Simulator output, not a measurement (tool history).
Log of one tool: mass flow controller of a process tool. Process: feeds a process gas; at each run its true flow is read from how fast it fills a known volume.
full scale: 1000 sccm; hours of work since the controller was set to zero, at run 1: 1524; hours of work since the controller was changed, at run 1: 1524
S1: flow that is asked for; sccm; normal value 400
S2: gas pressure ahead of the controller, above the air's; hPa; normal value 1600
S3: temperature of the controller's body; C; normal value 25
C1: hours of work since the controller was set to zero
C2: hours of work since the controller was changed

{"run": 1, "hour": 0.0, "S1": 400, "S2": 1600, "S3": 25, "C1": 1524, "C2": 1524, "true flow (%)": 97.56}
{"run": 2, "hour": 252.2, "S1": 400, "S2": 1600, "S3": 25, "C1": 1718, "C2": 1718, "true flow (%)": 97.49}
{"run": 3, "hour": 679.6, "S1": 400, "S2": 1600, "S3": 22, "C1": 2046, "C2": 2046, "true flow (%)": 96.71}
{"run": 4, "hour": 868.9, "S1": 462, "S2": 1600, "S3": 25, "C1": 2191, "C2": 2191, "true flow (%)": 97.25}
{"run": 5, "hour": 1051.9, "S1": 462, "S2": 1600, "S3": 25, "C1": 2331, "C2": 2331, "true flow (%)": 97.07}
{"run": 6, "hour": 1408.5, "S1": 462, "S2": 1600, "S3": 25, "C1": 2605, "C2": 2605, "true flow (%)": 96.89}
{"run": 7, "hour": 1619.4, "S1": 462, "S2": 1600, "S3": 25, "C1": 2767, "C2": 2767, "true flow (%)": 96.7}
{"run": 8, "hour": 1841.5, "S1": 462, "S2": 1600, "S3": 25, "C1": 2937, "C2": 2937, "true flow (%)": 96.49}
{"run": 9, "hour": 2221.1, "S1": 400, "S2": 1410, "S3": 25, "C1": 3229, "C2": 3229, "true flow (%)": 96.07}
{"run": 10, "hour": 2441.4, "S1": 400, "S2": 1410, "S3": 25, "C1": 3398, "C2": 3398, "true flow (%)": 95.91}
{"run": 11, "hour": 2723.4, "S1": 400, "S2": 1600, "S3": 29, "C1": 3614, "C2": 3614, "true flow (%)": 96.15}
{"run": 12, "hour": 3079.6, "S1": 793, "S2": 1600, "S3": 25, "C1": 3887, "C2": 3887, "true flow (%)": 96.37}
{"run": 13, "hour": 3330.9, "S1": 793, "S2": 1600, "S3": 25, "C1": 4080, "C2": 4080, "true flow (%)": 96.3}
{"run": 14, "hour": 3613.0, "S1": 793, "S2": 1600, "S3": 25, "C1": 4297, "C2": 4297, "true flow (%)": 96.17}
{"hour": 3977.2, "done": "controller's zero set anew"}
{"run": 15, "hour": 4016.9, "S1": 793, "S2": 1600, "S3": 25, "C1": 30, "C2": 4606, "true flow (%)": 96.6}
{"run": 16, "hour": 4391.5, "S1": 247, "S2": 1480, "S3": 24, "C1": 318, "C2": 4894, "true flow (%)": 95.37}

What will run 17 give?
{"run": 17, "hour": 4808.8, "S1": 247, "S2": 1480, "S3": 24, "C1": 638, "C2": 5214, "true flow (%)": "?"}

true flow (%): 94.99
Minus the tool's unlogged condition, the same run would have read true flow (%) 98.75.
